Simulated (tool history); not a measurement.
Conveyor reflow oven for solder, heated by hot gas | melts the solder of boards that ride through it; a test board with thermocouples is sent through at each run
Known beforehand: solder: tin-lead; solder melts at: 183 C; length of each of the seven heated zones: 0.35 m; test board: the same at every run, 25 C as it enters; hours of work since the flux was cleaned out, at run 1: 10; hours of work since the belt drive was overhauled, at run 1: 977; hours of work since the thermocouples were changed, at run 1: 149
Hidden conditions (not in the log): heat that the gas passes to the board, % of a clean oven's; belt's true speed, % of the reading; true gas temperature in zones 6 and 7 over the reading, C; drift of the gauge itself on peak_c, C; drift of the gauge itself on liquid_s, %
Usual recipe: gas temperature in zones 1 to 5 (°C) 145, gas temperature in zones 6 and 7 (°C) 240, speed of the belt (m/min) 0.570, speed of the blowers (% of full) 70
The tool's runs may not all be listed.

run   hour  gas temperature in zones 1 to 5 (°C)  gas temperature in zones 6 and 7 (°C)  speed of the belt (m/min)  speed of the blowers (% of full)  hours of work since the flux was cleaned out  hours of work since the belt drive was overhauled  hours of work since the thermocouples were changed  highest temperature of the board (°C)  time above the solder's melting point (s)
  1    0.0                                   145                                    240                      0.570                                70                                            10                                                977                                                 149                                  225.4                                      64.44
  2   20.8                                   145                                    240                      0.512                                70                                            26                                                993                                                 165                                  227.9                                      74.04
      34.1  -- belt drive overhauled, speed set with a stopwatch
  3   54.6                                   145                                    240                      0.512                                74                                            48                                                 15                                                 187                                  229.4                                      75.79
  4   77.4                                   145                                    240                      0.512                                74                                            65                                                 32                                                 204                                  229.0                                      75.80
  5  119.2                                   145                                    240                      0.512                                74                                            96                                                 63                                                 235                                  228.9                                      75.60
  6  143.7                                   145                                    240                      0.512                                74                                           114                                                 81                                                 253                                  228.7                                      75.67
  7  170.2                                   145                                    240                      0.512                                74                                           134                                                101                                                 273                                  228.9                                      75.66
  8  193.1                                   145                                    240                      0.512                                74                                           151                                                118                                                 290                                  228.8                                      75.63
  9  228.1                                   145                                    240                      0.570                                70                                           177                                                144                                                 316                                  224.6                                      65.23
 10  255.3                                   145                                    240                      0.635                                70                                           197                                                164                                                 336                                  221.1                                      55.87
     277.4  -- belt drive overhauled, speed set with a stopwatch, once more
 11  291.2                                   146                                    233                      0.570                                70                                           221                                                 10                                                 360                                  217.2                                      57.89
 12  324.5                                   146                                    233                      0.570                                70                                           246                                                 35                                                 384                                  217.3                                      57.84
 13  345.0                                   146                                    233                      0.570                                70                                           261                                                 50                                                 400                                  217.1                                      58.11
 14  384.5                                   137                                    233                      0.570                                55                                           290                                                 80                                                 429                                  210.4                                      48.18
 15  407.8                                   145                                    254                      0.466                                70                                           308                                                 97                                                 446                                  241.5                                      87.07
 16  431.5                                   145                                    253                      0.466                                55                                           325                                                114                                                 464                                  237.1                                      85.05
 17  474.9                                   145                                    253                      0.466                                55                                           357                                                147                                                 496                                  236.7                                      85.18
 18  517.8                                   145                                    253                      0.466                                55                                           389                                                179                                                 528                                  236.5                                      85.05
 19  554.9                                   145                                    247                      0.634                                71                                           417                                                206                                                 556                                  224.0                                      55.98
 20  597.6                                   145                                    247                      0.634                                71                                           449                                                238                                                 587                                  224.2                                      55.77

Below are 3 alternative next runs, each starting from the tool's condition after run 20. Predict each:
     630.1  -- flux residue cleaned out of gas plates and filters
  A  630.9                                   137                                    239                      0.634                                89                                             1                                                259                                                 608                                      ?                                          ?
     630.1  -- flux residue cleaned out of gas plates and filters
  B  630.9                                   145                                    240                      0.570                                83                                             1                                                259                                                 608                                      ?                                          ?
     630.1  -- flux residue cleaned out of gas plates and filters
  C  630.9                                   156                                    247                      0.634                                67                                             1                                                259                                                 608                                      ?                                          ?

run  highest temperature of the board (°C)  time above the solder's melting point (s)
  A                                  224.4                                      54.15
  B                                  228.5                                      65.31
  C                                  229.5                                      62.53
With no hidden state in the tool, these same runs would have given:
run  highest temperature of the board (°C)  time above the solder's melting point (s)
  A                                  223.7                                      53.34
  B                                  227.7                                      64.47
  C                                  228.7                                      61.73

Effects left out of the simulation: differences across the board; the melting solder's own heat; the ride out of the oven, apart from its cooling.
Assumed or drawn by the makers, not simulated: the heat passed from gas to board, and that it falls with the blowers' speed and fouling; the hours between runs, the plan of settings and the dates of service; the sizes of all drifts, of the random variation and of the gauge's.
